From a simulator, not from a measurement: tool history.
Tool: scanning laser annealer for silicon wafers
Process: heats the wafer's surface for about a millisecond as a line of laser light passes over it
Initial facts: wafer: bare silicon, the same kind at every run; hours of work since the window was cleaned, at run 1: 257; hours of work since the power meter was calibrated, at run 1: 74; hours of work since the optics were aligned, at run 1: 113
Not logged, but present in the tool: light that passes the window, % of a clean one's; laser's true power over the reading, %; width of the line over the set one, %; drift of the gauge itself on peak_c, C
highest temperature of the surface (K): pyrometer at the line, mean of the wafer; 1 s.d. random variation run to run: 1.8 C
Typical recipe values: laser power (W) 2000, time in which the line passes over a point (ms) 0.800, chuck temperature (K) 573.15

run   hour  laser power (W)  time in which the line passes over a point (ms)  chuck temperature (K)  hours of work since the window was cleaned  hours of work since the power meter was calibrated  hours of work since the optics were aligned  highest temperature of the surface (K)
  1    0.0             2000                                            0.800                 573.15                                         257                                                  74                                          113                                 1280.15
  2   10.7             2000                                            0.800                 577.15                                         261                                                  78                                          117                                 1282.15
  3   20.2             2000                                            0.800                 540.15                                         265                                                  82                                          121                                 1247.15
  4   36.3             2000                                            0.800                 540.15                                         272                                                  89                                          127                                 1242.15
  5   52.0             2000                                            0.800                 540.15                                         278                                                  95                                          134                                 1242.15
  6   62.7             2000                                            0.588                 573.15                                         282                                                  99                                          138                                 1172.15
  7   72.0             2000                                            0.800                 573.15                                         286                                                 103                                          142                                 1278.15
  8   89.3             2000                                            0.800                 611.15                                         293                                                 110                                          149                                 1312.15
  9  104.4             2000                                            0.800                 611.15                                         299                                                 116                                          155                                 1315.15
 10  118.6             2000                                            0.800                 611.15                                         305                                                 122                                          160                                 1315.15
 11  132.5             2000                                            0.800                 611.15                                         310                                                 128                                          166                                 1314.15
 12  143.2             2000                                            0.800                 611.15                                         315                                                 132                                          170                                 1316.15
 13  158.8             1859                                            0.800                 573.15                                         321                                                 138                                          177                                 1215.15
 14  172.5             1859                                            0.800                 573.15                                         327                                                 144                                          182                                 1208.15
 15  181.1             2000                                            0.800                 588.15                                         330                                                 147                                          186                                 1294.15
 16  195.1             2000                                            0.800                 588.15                                         336                                                 153                                          191                                 1292.15
 17  206.8             2000                                            0.800                 588.15                                         340                                                 158                                          196                                 1293.15
 18  218.9             2000                                            0.800                 533.15                                         345                                                 162                                          201                                 1237.15
 19  231.5             2086                                            0.800                 533.15                                         350                                                 167                                          206                                 1280.15
 20  244.6             1701                                            0.800                 533.15                                         356                                                 173                                          211                                 1101.15
 21  253.4             1701                                            0.800                 533.15                                         359                                                 176                                          215                                 1099.15
 22  261.4             2054                                            0.800                 573.15                                         362                                                 180                                          218                                 1302.15
 23  277.0             1736                                            0.800                 604.15                                         369                                                 186                                          224                                 1190.15
 24  292.7             1905                                            0.571                 573.15                                         375                                                 192                                          231                                 1125.15
 25  301.4             1784                                            0.618                 590.15                                         379                                                 196                                          234                                 1117.15
 26  310.0             2067                                            0.699                 589.15                                         382                                                 199                                          238                                 1273.15
 27  325.1             2067                                            0.699                 589.15                                         388                                                 205                                          244                                 1275.15
 28  335.4             2067                                            0.800                 573.15                                         392                                                 209                                          248                                 1307.15
 29  351.9             2153                                            0.818                 594.15                                         399                                                 216                                          255                                 1379.15
 30  367.3             2153                                            0.818                 594.15                                         405                                                 222                                          261                                 1382.15
 31  375.4             1735                                            0.818                 574.15                                         408                                                 226                                          264                                 1167.15
 32  389.8             1735                                            0.818                 574.15                                         414                                                 231                                          270                                 1163.15
 33  402.1             1735                                            0.818                 574.15                                         419                                                 236                                          275                                 1162.15
 34  415.8             1735                                            0.818                 574.15                                         425                                                 242                                          280                                 1166.15
 35  427.6             1735                                            0.965                 564.15                                         430                                                 247                                          285                                 1212.15
 36  437.4             1744                                            0.564                 556.15                                         433                                                 251                                          289                                 1046.15

Below are 4 alternative next runs, each starting from the tool's condition after run 36. Predict each:
  A  449.5             1744                                            0.655                 571.15                                         438                                                 255                                          294                                       ?
  B  449.5             1744                                            0.923                 556.15                                         438                                                 255                                          294                                       ?
  C  449.5             2000                                            0.886                 573.15                                         438                                                 255                                          294                                       ?
  D  449.5             1812                                            0.800                 552.15                                         438                                                 255                                          294                                       ?

run  highest temperature of the surface (K)
  A                                 1103.15
  B                                 1192.15
  C                                 1315.15
  D                                 1169.15
Had the tool no hidden state, the same runs would have come out as:
run  highest temperature of the surface (K)
  A                                 1103.15
  B                                 1192.15
  C                                 1316.15
  D                                 1170.15
